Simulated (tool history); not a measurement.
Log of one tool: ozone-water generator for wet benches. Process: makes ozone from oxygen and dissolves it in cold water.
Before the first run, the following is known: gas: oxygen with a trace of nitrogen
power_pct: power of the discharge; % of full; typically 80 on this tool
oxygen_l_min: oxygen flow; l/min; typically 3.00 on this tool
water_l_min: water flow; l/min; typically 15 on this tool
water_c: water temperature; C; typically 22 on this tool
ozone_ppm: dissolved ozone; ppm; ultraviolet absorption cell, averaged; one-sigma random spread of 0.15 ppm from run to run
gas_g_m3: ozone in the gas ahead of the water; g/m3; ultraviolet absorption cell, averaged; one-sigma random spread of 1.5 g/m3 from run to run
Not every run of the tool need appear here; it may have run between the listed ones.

run 1 hour=0.0 | power_pct=80 oxygen_l_min=3.00 water_l_min=15 water_c=22 | ozone_ppm=17.9 gas_g_m3=271.1
run 2 hour=221.0 | power_pct=80 oxygen_l_min=3.00 water_l_min=15 water_c=22 | ozone_ppm=17.8 gas_g_m3=268.8
run 3 hour=379.7 | power_pct=80 oxygen_l_min=3.00 water_l_min=15 water_c=22 | ozone_ppm=17.7 gas_g_m3=266.6
run 4 hour=607.5 | power_pct=80 oxygen_l_min=3.00 water_l_min=15 water_c=22 | ozone_ppm=17.5 gas_g_m3=264.8
run 5 hour=719.9 | power_pct=80 oxygen_l_min=3.00 water_l_min=15 water_c=22 | ozone_ppm=17.5 gas_g_m3=264.9
run 6 hour=864.0 | power_pct=80 oxygen_l_min=3.69 water_l_min=15 water_c=22 | ozone_ppm=16.9 gas_g_m3=226.6
run 7 hour=1037.6 | power_pct=80 oxygen_l_min=3.69 water_l_min=15 water_c=22 | ozone_ppm=16.5 gas_g_m3=224.4
run 8 hour=1232.8 | power_pct=80 oxygen_l_min=3.00 water_l_min=15 water_c=22 | ozone_ppm=16.9 gas_g_m3=262.6
run 9 hour=1342.2 | power_pct=80 oxygen_l_min=2.63 water_l_min=15 water_c=22 | ozone_ppm=16.9 gas_g_m3=283.2
run 10 hour=1537.1 | power_pct=80 oxygen_l_min=2.63 water_l_min=15 water_c=22 | ozone_ppm=16.9 gas_g_m3=281.7
run 11 hour=1665.2 | power_pct=86 oxygen_l_min=3.00 water_l_min=15 water_c=22 | ozone_ppm=17.5 gas_g_m3=270.5
run 12 hour=1867.9 | power_pct=86 oxygen_l_min=3.00 water_l_min=15 water_c=22 | ozone_ppm=17.0 gas_g_m3=271.7
run 13 hour=1989.1 | power_pct=86 oxygen_l_min=1.51 water_l_min=15 water_c=22 | ozone_ppm=17.4 gas_g_m3=429.3
run 14 hour=2142.7 | power_pct=86 oxygen_l_min=1.51 water_l_min=15 water_c=22 | ozone_ppm=17.4 gas_g_m3=428.2
run 15 hour=2300.4 | power_pct=86 oxygen_l_min=1.51 water_l_min=15 water_c=22 | ozone_ppm=17.4 gas_g_m3=423.0
run 16 hour=2463.2 | power_pct=86 oxygen_l_min=3.00 water_l_min=12 water_c=22 | ozone_ppm=20.7 gas_g_m3=261.6
run 17 hour=2600.9 | power_pct=46 oxygen_l_min=4.82 water_l_min=15 water_c=14 | ozone_ppm=10.9 gas_g_m3=119.2
-- hour=2615.5 contactor cleaned
run 18 hour=2735.6 | power_pct=80 oxygen_l_min=3.00 water_l_min=12 water_c=22 | ozone_ppm=18.9 gas_g_m3=248.5
run 19 hour=2861.6 | power_pct=56 oxygen_l_min=3.00 water_l_min=15 water_c=22 | ozone_ppm=11.7 gas_g_m3=189.0
run 20 hour=3029.5 | power_pct=42 oxygen_l_min=3.00 water_l_min=21 water_c=19 | ozone_ppm=6.8 gas_g_m3=152.4
-- hour=3098.6 contactor cleaned, once more
-- hour=3161.7 water thermometer calibrated
run 21 hour=3199.4 | power_pct=41 oxygen_l_min=2.78 water_l_min=23 water_c=19 | ozone_ppm=6.6 gas_g_m3=158.3
run 22 hour=3337.9 | power_pct=41 oxygen_l_min=2.78 water_l_min=23 water_c=19 | ozone_ppm=6.5 gas_g_m3=159.0
run 23 hour=3454.4 | power_pct=91 oxygen_l_min=2.54 water_l_min=17 water_c=19 | ozone_ppm=16.0 gas_g_m3=296.2
run 24 hour=3646.5 | power_pct=50 oxygen_l_min=2.54 water_l_min=17 water_c=19 | ozone_ppm=10.4 gas_g_m3=190.4
run 25 hour=3746.1 | power_pct=50 oxygen_l_min=2.54 water_l_min=15 water_c=19 | ozone_ppm=11.9 gas_g_m3=192.6
run 26 hour=3887.4 | power_pct=49 oxygen_l_min=2.54 water_l_min=15 water_c=27 | ozone_ppm=10.5 gas_g_m3=187.8
run 27 hour=4059.4 | power_pct=80 oxygen_l_min=1.55 water_l_min=15 water_c=25 | ozone_ppm=15.2 gas_g_m3=370.2

A few steps of ozone_ppm between consecutive runs. Split each: what settings, incoming material and random variation would produce without the hidden state, and what is left over for the hidden state, along with gauge scatter present in only one of the two compared results (measured, and without hidden state):
The hidden state here: yield of the discharge, % of new electrodes'; contactor's efficiency, % of a clean one's; true water temperature over the reading, C; drift of the gauge itself on ozone_ppm, %; drift of the gauge itself on gas_g_m3, %.
Run 16 -> 17: power_pct 86 -> 46, oxygen_l_min 3.00 -> 4.82, water_l_min 12 -> 15, water_c 22 -> 14. ozone_ppm -9.8 ppm: hidden state +2.1, all else -11.9.
Run 17 -> 18: power_pct 46 -> 80, oxygen_l_min 4.82 -> 3.00, water_l_min 15 -> 12, water_c 14 -> 22, contactor cleaned. ozone_ppm +8.0 ppm: hidden state -2.5, all else +10.5.
Run 22 -> 23: power_pct 41 -> 91, oxygen_l_min 2.78 -> 2.54, water_l_min 23 -> 17. ozone_ppm +9.5 ppm: hidden state -2.2, all else +11.7.

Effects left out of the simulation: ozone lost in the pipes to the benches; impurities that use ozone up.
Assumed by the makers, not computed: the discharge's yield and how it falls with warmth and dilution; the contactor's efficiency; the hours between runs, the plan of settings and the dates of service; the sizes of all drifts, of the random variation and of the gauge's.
